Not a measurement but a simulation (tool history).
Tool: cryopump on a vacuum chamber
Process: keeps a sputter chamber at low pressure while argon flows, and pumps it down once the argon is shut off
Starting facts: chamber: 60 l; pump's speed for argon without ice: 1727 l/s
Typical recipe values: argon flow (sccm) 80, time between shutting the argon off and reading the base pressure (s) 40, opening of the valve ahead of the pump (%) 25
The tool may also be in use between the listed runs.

run	day	argon flow (sccm)	time between shutting the argon off and reading the base pressure (s)	opening of the valve ahead of the pump (%)	pressure while argon flows (Pa)	pressure after the wait (uPa)
1	0	80	40	25	0.3211	3.57
2	1.117	80	40	25	0.3215	3.63
3	2.125	80	40	25	0.324	3.72
4	3.233	80	40	25	0.325	3.77
5	3.933	80	40	25	0.3242	3.6
6	4.738	80	40	25	0.3254	3.73
7	5.667	80	40	25	0.3279	3.81
8	6.179	80	88	25	0.3293	2.85
9	6.662	80	88	25	0.329	2.96
10	7.788	80	88	25	0.3274	3.03
11	8.912	80	40	25	0.3321	3.85
12	9.392	109	40	25	0.4538	4.02
13	10.042	109	40	25	0.4548	4.03
14	10.942	109	40	25	0.458	4.16
15	11.458	109	21	25	0.4538	5.63
16	12.3	80	40	23	0.3638	4.25
17	13.117	80	40	23	0.3619	4.21
18	13.883	77	136	47	0.1847	3.11
19	15.008	77	136	47	0.1872	3.15
20	15.746	77	190	20	0.4037	3.04

Run 21 is up next; what results do you expect?
21	16.5	48	40	59	?	?

Logged for run 21: pressure while argon flows (Pa) 0.0978, pressure after the wait (uPa) 4.58.
Had the tool carried no hidden state, the very same run would have given pressure while argon flows (Pa) 0.0801, pressure after the wait (uPa) 1.87.
